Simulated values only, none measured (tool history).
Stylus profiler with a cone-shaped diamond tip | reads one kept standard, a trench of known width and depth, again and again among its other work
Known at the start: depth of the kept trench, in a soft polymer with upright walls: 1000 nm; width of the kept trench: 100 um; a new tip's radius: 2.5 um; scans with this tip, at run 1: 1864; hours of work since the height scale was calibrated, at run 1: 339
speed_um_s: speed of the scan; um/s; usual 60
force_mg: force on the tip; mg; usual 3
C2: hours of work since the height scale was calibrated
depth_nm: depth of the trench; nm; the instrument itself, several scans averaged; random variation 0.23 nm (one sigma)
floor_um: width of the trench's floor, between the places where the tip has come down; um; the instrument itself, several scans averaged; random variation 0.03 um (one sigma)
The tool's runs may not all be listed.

run 1 hour=0 | speed_um_s=60 force_mg=3 | scans_with_this_tip=1864 C2=339 | depth_nm=1011.61 floor_um=95.42
run 2 hour=73.4 | speed_um_s=60 force_mg=3 | scans_with_this_tip=2090 C2=380 | depth_nm=1011.96 floor_um=95.38
run 3 hour=128.7 | speed_um_s=60 force_mg=3 | scans_with_this_tip=2259 C2=411 | depth_nm=1011.67 floor_um=95.32
run 4 hour=174.3 | speed_um_s=60 force_mg=3 | scans_with_this_tip=2399 C2=436 | depth_nm=1011.93 floor_um=95.29
run 5 hour=218.7 | speed_um_s=60 force_mg=3 | scans_with_this_tip=2536 C2=461 | depth_nm=1012.38 floor_um=95.29
-- hour=225.3 height scale calibrated on a step standard
run 6 hour=281.8 | speed_um_s=60 force_mg=3 | scans_with_this_tip=2728 C2=32 | depth_nm=1013.95 floor_um=95.19
run 7 hour=323.7 | speed_um_s=60 force_mg=2.26 | scans_with_this_tip=2856 C2=55 | depth_nm=1012.52 floor_um=95.14
run 8 hour=378.3 | speed_um_s=60 force_mg=2.26 | scans_with_this_tip=3024 C2=85 | depth_nm=1012.46 floor_um=95.14
run 9 hour=435.1 | speed_um_s=60 force_mg=2.26 | scans_with_this_tip=3198 C2=117 | depth_nm=1012.74 floor_um=95.07
-- hour=452.1 height scale calibrated on a step standard, once more
run 10 hour=479.3 | speed_um_s=60 force_mg=2.26 | scans_with_this_tip=3332 C2=15 | depth_nm=1007.96 floor_um=95.1
run 11 hour=550.2 | speed_um_s=35 force_mg=3.81 | scans_with_this_tip=3550 C2=55 | depth_nm=1011.8 floor_um=95.19
run 12 hour=589.1 | speed_um_s=118 force_mg=1.13 | scans_with_this_tip=3669 C2=76 | depth_nm=1005.75 floor_um=94.41
run 13 hour=662.5 | speed_um_s=118 force_mg=1.13 | scans_with_this_tip=3895 C2=117 | depth_nm=1005.99 floor_um=94.37

Hidden state at the last listed run before each entry between runs and at the first one after, where it differs:
Between runs 5 and 6: height scale calibrated on a step standard (hour 225.3)
  radius of the tip, um: 3 -> 3.04; height scale over the true one, %: 0.238 -> 0.393
  measured less the result without the state, depth_nm: +2.4 -> +3.97 nm; floor_um: -0.47 -> -0.51 um
Between runs 9 and 10: height scale calibrated on a step standard, once more (hour 452.1)
  radius of the tip, um: 3.15 -> 3.18; height scale over the true one, %: 0.432 -> 0.007
  measured less the result without the state, depth_nm: +4.35 -> +0.07 nm; floor_um: -0.6 -> -0.63 um

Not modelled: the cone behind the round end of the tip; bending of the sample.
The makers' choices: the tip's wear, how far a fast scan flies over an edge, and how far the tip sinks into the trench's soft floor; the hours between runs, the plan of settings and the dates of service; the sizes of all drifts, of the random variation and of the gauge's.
